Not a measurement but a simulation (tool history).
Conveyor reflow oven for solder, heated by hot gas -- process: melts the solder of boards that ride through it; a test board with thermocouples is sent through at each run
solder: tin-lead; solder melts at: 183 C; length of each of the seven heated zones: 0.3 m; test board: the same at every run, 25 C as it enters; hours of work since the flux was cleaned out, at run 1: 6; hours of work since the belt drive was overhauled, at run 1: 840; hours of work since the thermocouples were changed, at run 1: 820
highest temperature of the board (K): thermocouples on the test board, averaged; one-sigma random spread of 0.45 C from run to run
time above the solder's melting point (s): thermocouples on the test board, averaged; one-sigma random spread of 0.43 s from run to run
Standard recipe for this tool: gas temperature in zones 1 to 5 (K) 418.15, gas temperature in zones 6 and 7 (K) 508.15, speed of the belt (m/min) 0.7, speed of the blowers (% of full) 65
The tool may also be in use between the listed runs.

run   hour  gas temperature in zones 1 to 5 (K)  gas temperature in zones 6 and 7 (K)  speed of the belt (m/min)  speed of the blowers (% of full)  hours of work since the flux was cleaned out  hours of work since the belt drive was overhauled  hours of work since the thermocouples were changed  highest temperature of the board (K)  time above the solder's melting point (s)
  1      0                               418.15                                508.15                        0.7                                65                                             6                                                840                                                 820                                483.35                                       35.7
  2   21.9                               418.15                                508.15                        0.7                                72                                            21                                                856                                                 835                                486.45                                       36.6
  3   46.9                               418.15                                508.15                        0.7                                72                                            39                                                873                                                 852                                485.15                                       37.9
  4   63.4                               418.15                                508.15                        0.7                                72                                            50                                                885                                                 864                                485.65                                       37.4
  5   78.3                               418.15                                522.15                        0.7                                65                                            61                                                895                                                 874                                493.35                                         42
  6   98.9                               423.15                                508.15                        0.7                                65                                            75                                                909                                                 889                                483.95                                         37
  7  120.3                               429.15                                507.15                        0.7                                65                                            90                                                924                                                 904                                484.05                                       38.6
  8  138.4                               429.15                                507.15                        0.7                                65                                           103                                                937                                                 916                                483.95                                       39.6
  9  168.9                               418.15                                508.15                      0.639                                65                                           124                                                958                                                 938                                484.85                                       41.2
 10  199.5                               418.15                                508.15                      0.639                                65                                           145                                                980                                                 959                                484.95                                       41.4
 11  228.7                               418.15                                520.15                      0.639                                65                                           166                                               1000                                                 980                                493.65                                       47.2

3 options for the next run, each taken on its own from the tool as it stands now. Forecast them:
  A  242.6                               418.15                                508.15                        0.7                                65                                           176                                               1010                                                 989                                     ?                                          ?
  B  242.6                               422.15                                502.15                      0.798                                65                                           176                                               1010                                                 989                                     ?                                          ?
  C  242.6                               418.15                                508.15                        0.7                                74                                           176                                               1010                                                 989                                     ?                                          ?

run  highest temperature of the board (K)  time above the solder's melting point (s)
  A                                481.75                                         35
  B                                473.25                                       23.5
  C                                484.65                                       36.2
What these runs would have given with no unlogged condition in the tool:
run  highest temperature of the board (K)  time above the solder's melting point (s)
  A                                485.35                                       36.7
  B                                476.75                                       25.9
  C                                488.55                                       37.7

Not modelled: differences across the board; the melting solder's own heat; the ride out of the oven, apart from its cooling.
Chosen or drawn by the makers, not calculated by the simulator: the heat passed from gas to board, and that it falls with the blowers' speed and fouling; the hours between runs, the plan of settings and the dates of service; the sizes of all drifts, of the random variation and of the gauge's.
